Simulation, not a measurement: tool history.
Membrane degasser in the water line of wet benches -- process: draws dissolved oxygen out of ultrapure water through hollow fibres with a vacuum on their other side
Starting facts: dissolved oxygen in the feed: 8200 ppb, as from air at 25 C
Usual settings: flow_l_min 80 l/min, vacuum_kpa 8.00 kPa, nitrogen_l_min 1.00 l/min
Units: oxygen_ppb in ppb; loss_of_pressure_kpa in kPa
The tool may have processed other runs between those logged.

run,hour,flow_l_min,vacuum_kpa,nitrogen_l_min,oxygen_ppb,loss_of_pressure_kpa
1,0.0,80,8.00,1.00,614.5,51.36
2,34.8,80,10.01,1.00,849.6,51.80
3,60.1,80,8.00,1.00,613.1,51.65
4,93.1,80,9.65,1.00,805.3,51.75
5,125.7,80,9.65,1.00,806.4,51.73
6,176.5,80,9.65,1.34,664.7,51.75
7,215.5,80,13.71,1.00,1249.8,51.64
8,255.8,80,8.00,1.00,611.2,51.59
9,290.0,80,8.00,1.00,608.8,51.78
10,315.8,94,11.37,1.00,1099.2,60.45
11,358.5,94,11.37,1.00,1100.1,61.08
12,395.1,92,10.80,0.47,1509.1,59.44
13,431.6,86,5.11,1.20,237.6,55.18
14,463.7,80,5.22,0.82,302.4,51.61
15,485.5,77,5.22,0.82,298.4,49.74
16,519.8,79,8.00,0.80,700.3,51.07
17,556.5,80,8.00,0.88,665.1,51.60

Withheld: 1 entry from between the runs. Position of each, and hidden state at the listed run before versus the listed run after:
After run 14, before run 15: gauge calibrated (hour 477.6)
  drift of the gauge itself on oxygen_ppb, %: -1.47 -> -0.02
  what was measured, less what the result would be without the hidden state, oxygen_ppb: -4.4 -> +0.0 ppb
